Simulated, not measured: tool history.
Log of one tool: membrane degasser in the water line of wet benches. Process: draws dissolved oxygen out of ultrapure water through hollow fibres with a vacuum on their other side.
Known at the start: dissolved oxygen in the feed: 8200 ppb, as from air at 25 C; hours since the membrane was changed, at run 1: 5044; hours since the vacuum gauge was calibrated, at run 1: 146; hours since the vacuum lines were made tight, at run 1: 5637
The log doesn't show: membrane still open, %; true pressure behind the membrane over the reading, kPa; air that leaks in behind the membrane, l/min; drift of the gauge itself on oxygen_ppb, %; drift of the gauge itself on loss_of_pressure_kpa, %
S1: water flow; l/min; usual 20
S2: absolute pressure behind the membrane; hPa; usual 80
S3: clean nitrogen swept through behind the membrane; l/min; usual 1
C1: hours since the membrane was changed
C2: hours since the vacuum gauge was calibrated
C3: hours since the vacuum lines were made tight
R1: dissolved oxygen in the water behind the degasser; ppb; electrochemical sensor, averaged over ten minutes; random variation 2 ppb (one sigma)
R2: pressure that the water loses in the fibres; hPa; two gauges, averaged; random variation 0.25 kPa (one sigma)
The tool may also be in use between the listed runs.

run	day	S1	S2	S3	C1	C2	C3	R1	R2
1	0	20	80	1	5044	146	5637	225.1	708.4
2	7.942	20	134.2	1	5235	336	5828	448.8	703.4
3	14.854	20	134.2	1	5400	502	5993	449.2	708.1
# day 15.675: vacuum gauge calibrated
4	19.317	20	134.2	1	5507	87	6100	452.1	714.5
5	24.838	20	80	1	5640	220	6233	222.1	706.3
6	32.288	20	56.8	1.12	5818	399	6411	113.9	711.7
7	38.983	12	80	1	5979	559	6572	141.1	431.2
8	44.975	12	80	1	6123	703	6716	143.1	429.3
9	49.333	27	80	1.28	6228	808	6821	255.9	966.8
# day 51.071: seals of the vacuum lines changed
# day 53.4: vacuum gauge calibrated, once more
10	57.404	27	80	1.28	6419	96	151	249	961.8

Forecast each of these 5 alternatives for the next run:
A	62.112	23	80	1.28	6532	209	264	?	?
B	62.112	22	96.4	1.33	6532	209	264	?	?
C	62.112	27	141.7	2.71	6532	209	264	?	?
D	62.112	20	80	0.68	6532	209	264	?	?
E	62.112	27	80	1.7	6532	209	264	?	?

run	R1	R2
A	210.5	818.5
B	254.7	786.5
C	281.1	968
D	302.4	716.7
E	205	965.7
Without the tool's hidden state the same runs would have given:
run	R1	R2
A	204.1	768.1
B	249.1	738.3
C	271.5	908.5
D	298	672.7
E	195	906.2
